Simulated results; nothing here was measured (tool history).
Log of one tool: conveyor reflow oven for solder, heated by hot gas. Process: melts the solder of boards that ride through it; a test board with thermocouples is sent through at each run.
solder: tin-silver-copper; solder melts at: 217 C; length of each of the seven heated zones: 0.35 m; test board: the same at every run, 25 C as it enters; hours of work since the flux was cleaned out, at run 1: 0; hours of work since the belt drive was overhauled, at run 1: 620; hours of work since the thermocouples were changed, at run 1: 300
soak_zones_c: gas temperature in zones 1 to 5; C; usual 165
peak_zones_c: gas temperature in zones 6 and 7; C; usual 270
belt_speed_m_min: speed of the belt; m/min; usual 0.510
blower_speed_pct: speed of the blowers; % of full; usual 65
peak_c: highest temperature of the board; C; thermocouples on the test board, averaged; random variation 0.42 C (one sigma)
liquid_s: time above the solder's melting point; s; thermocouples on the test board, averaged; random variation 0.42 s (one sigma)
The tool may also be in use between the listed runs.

run	hour	soak_zones_c	peak_zones_c	belt_speed_m_min	blower_speed_pct	hours of work since the flux was cleaned out	hours of work since the belt drive was overhauled	hours of work since the thermocouples were changed	peak_c	liquid_s
1	0.0	165	270	0.510	65	0	620	300	250.9	58.6
2	57.8	168	270	0.510	65	45	664	344	250.8	59.2
3	130.2	168	270	0.510	65	100	720	400	250.7	58.1
4	183.9	168	276	0.510	65	142	761	442	255.3	62.6
5	254.0	168	276	0.510	65	196	816	496	255.4	60.9
6	337.0	168	276	0.510	78	260	880	560	258.1	64.2
7	381.9	168	276	0.510	78	294	914	594	258.0	64.0
# hour 420.2: flux residue cleaned out of gas plates and filters
8	440.9	168	276	0.510	78	16	956	636	260.0	66.7
9	518.5	168	276	0.510	78	76	1016	696	259.4	65.7
# hour 576.3: belt drive overhauled, speed set with a stopwatch
10	604.4	168	276	0.510	78	139	22	759	258.3	64.4
11	668.7	165	270	0.510	68	189	71	809	248.6	55.2
12	741.3	165	270	0.510	65	244	127	864	247.0	53.4
13	832.2	165	270	0.510	65	315	197	935	247.2	52.3
# hour 849.6: flux residue cleaned out of gas plates and filters
14	928.6	165	270	0.510	65	61	268	1005	247.6	55.0
15	1015.2	165	270	0.442	65	128	335	1072	252.6	68.7
16	1082.2	165	270	0.426	65	179	386	1123	253.1	72.2
17	1146.1	179	270	0.535	65	229	435	1173	248.4	55.6
# hour 1181.4: thermocouples of zones 6 and 7 changed
18	1190.0	165	269	0.610	65	261	468	7	241.0	37.3
19	1246.2	174	261	0.510	57	304	511	50	240.8	48.4
# hour 1274.5: flux residue cleaned out of gas plates and filters
20	1339.0	160	276	0.510	65	50	579	118	254.8	59.4
21	1417.7	170	265	0.556	66	110	639	178	244.2	46.9
22	1509.3	170	265	0.556	66	181	710	249	243.4	46.6
23	1552.8	159	273	0.510	65	215	744	283	250.9	55.3
24	1598.3	175	258	0.510	83	250	779	318	244.3	57.0
25	1651.8	174	270	0.510	62	291	820	359	249.2	58.3
# hour 1698.0: flux residue cleaned out of gas plates and filters
26	1735.6	165	281	0.449	65	29	881	420	264.2	77.8
27	1800.4	176	281	0.449	65	79	931	470	265.0	82.6
28	1848.9	176	281	0.418	65	116	968	507	267.3	90.6
29	1892.1	178	282	0.503	61	150	1001	540	261.3	70.1
# hour 1965.4: belt drive overhauled, speed set with a stopwatch
30	1981.1	178	282	0.503	61	215	12	606	260.8	69.1
31	2062.5	171	282	0.503	84	278	75	669	264.0	70.1

Forecast each of these 3 alternatives for the next run:
# hour 2122.8: flux residue cleaned out of gas plates and filters
A	2152.9	179	277	0.420	65	23	141	734	?	?
# hour 2122.8: flux residue cleaned out of gas plates and filters
B	2152.9	165	277	0.510	65	23	141	734	?	?
# hour 2122.8: flux residue cleaned out of gas plates and filters
C	2152.9	171	263	0.503	84	23	141	734	?	?

run	peak_c	liquid_s
A	263.1	87.2
B	253.8	60.8
C	248.9	60.1
Without the tool's hidden state the same runs would have given:
run	peak_c	liquid_s
A	265.7	88.6
B	256.4	62.6
C	251.5	62.1
